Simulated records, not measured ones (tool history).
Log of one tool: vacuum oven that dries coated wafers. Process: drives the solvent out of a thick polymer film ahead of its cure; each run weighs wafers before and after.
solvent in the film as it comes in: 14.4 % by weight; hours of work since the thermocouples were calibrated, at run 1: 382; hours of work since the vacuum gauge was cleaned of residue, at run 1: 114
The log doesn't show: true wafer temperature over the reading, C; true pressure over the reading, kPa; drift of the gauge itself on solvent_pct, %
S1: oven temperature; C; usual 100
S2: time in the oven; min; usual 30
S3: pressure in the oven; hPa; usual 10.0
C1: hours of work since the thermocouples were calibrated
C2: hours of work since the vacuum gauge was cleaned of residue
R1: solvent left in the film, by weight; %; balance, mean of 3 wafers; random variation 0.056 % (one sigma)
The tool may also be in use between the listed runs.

{"run": 1, "day": 0.0, "S1": 100, "S2": 30, "S3": 10.0, "C1": 382, "C2": 114, "R1": 2.63}
{"run": 2, "day": 0.533, "S1": 100, "S2": 30, "S3": 10.0, "C1": 389, "C2": 121, "R1": 2.61}
{"run": 3, "day": 1.217, "S1": 100, "S2": 30, "S3": 10.0, "C1": 398, "C2": 129, "R1": 2.64}
{"run": 4, "day": 1.767, "S1": 100, "S2": 30, "S3": 10.0, "C1": 405, "C2": 137, "R1": 2.65}
{"run": 5, "day": 2.375, "S1": 100, "S2": 30, "S3": 10.0, "C1": 413, "C2": 144, "R1": 2.7}
{"run": 6, "day": 2.912, "S1": 100, "S2": 30, "S3": 10.0, "C1": 420, "C2": 151, "R1": 2.63}
{"run": 7, "day": 3.233, "S1": 100, "S2": 30, "S3": 10.0, "C1": 424, "C2": 156, "R1": 2.65}
{"run": 8, "day": 3.967, "S1": 100, "S2": 30, "S3": 10.0, "C1": 434, "C2": 165, "R1": 2.77}
{"run": 9, "day": 4.312, "S1": 109, "S2": 37, "S3": 5.8, "C1": 438, "C2": 170, "R1": 0.59}
{"run": 10, "day": 4.812, "S1": 100, "S2": 36, "S3": 19.8, "C1": 445, "C2": 176, "R1": 2.94}
{"run": 11, "day": 5.433, "S1": 100, "S2": 36, "S3": 19.8, "C1": 453, "C2": 184, "R1": 2.94}
{"run": 12, "day": 6.175, "S1": 103, "S2": 24, "S3": 28.0, "C1": 462, "C2": 194, "R1": 3.98}
{"run": 13, "day": 6.662, "S1": 92, "S2": 26, "S3": 14.7, "C1": 469, "C2": 200, "R1": 5.75}
{"run": 14, "day": 7.192, "S1": 92, "S2": 26, "S3": 14.7, "C1": 476, "C2": 207, "R1": 5.66}
{"run": 15, "day": 7.892, "S1": 87, "S2": 30, "S3": 32.4, "C1": 485, "C2": 216, "R1": 8.37}

Forecast each of these 3 alternatives for the next run:
{"run": "A", "day": 8.312, "S1": 94, "S2": 33, "S3": 9.5, "C1": 490, "C2": 221, "R1": "?"}
{"run": "B", "day": 8.312, "S1": 102, "S2": 30, "S3": 10.0, "C1": 490, "C2": 221, "R1": "?"}
{"run": "C", "day": 8.312, "S1": 91, "S2": 23, "S3": 39.7, "C1": 490, "C2": 221, "R1": "?"}

run=A R1=3.92
run=B R1=2.26
run=C R1=8.36
Without the tool's hidden state the same runs would have given:
run=A R1=3.60
run=B R1=2.01
run=C R1=8.01

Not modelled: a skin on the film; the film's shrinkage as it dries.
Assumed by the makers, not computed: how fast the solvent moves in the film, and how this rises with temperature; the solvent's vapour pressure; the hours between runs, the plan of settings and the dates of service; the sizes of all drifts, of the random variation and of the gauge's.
